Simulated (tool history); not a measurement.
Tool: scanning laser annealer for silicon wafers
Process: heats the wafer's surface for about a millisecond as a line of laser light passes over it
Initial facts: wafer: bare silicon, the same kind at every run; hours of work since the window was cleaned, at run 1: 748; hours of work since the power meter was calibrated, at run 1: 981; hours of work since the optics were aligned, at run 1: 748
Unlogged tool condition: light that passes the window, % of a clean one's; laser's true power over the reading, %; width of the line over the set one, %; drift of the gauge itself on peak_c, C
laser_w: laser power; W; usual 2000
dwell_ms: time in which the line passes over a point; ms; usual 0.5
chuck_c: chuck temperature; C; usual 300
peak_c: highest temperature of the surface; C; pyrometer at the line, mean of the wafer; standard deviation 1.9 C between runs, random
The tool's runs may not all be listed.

run,hour,laser_w,dwell_ms,chuck_c,hours of work since the window was cleaned,hours of work since the power meter was calibrated,hours of work since the optics were aligned,peak_c
1,0,2000,0.5,300,748,981,748,1048
2,51.9,2000,0.5,300,789,1022,789,1048
3,100.9,2000,0.5,300,827,1060,827,1041
4,145.7,2000,0.5,300,863,1095,863,1041
5,203,2000,0.5,300,907,1140,907,1036
# hour 243.1: window over the wafer cleaned
6,249.3,2000,0.5,300,5,1175,942,1079
7,330.3,2000,0.5,300,68,1238,1006,1074
8,366.4,2194,0.5,300,97,1267,1034,1148
9,448,2194,0.539,300,161,1331,1098,1173
10,523.6,1734,0.37,292,220,1390,1157,872
# hour 535.4: optics aligned, line set to its width
11,604.7,1760,0.48,330,280,1450,54,999
12,655,1760,0.48,296,319,1489,94,962
13,704.3,1760,0.48,296,358,1528,132,959
14,741.9,1760,0.48,296,387,1557,162,960
15,785.2,1760,0.48,296,421,1591,196,957
16,831.9,1760,0.48,296,458,1628,233,957
17,874.3,1802,0.551,306,491,1661,266,1019

Consider 4 possible next runs. They are alternatives, not a sequence: every one starts from the tool as it was left by run 17. What does each give?
A,926.8,2000,0.478,297,532,1702,307,?
B,926.8,1982,0.551,302,532,1702,307,?
C,926.8,1871,0.57,331,532,1702,307,?
D,926.8,1802,0.391,306,532,1702,307,?

run,peak_c
A,1041
B,1086
C,1084
D,919
What these runs would have given with no unlogged condition in the tool:
run,peak_c
A,1080
B,1128
C,1123
D,952
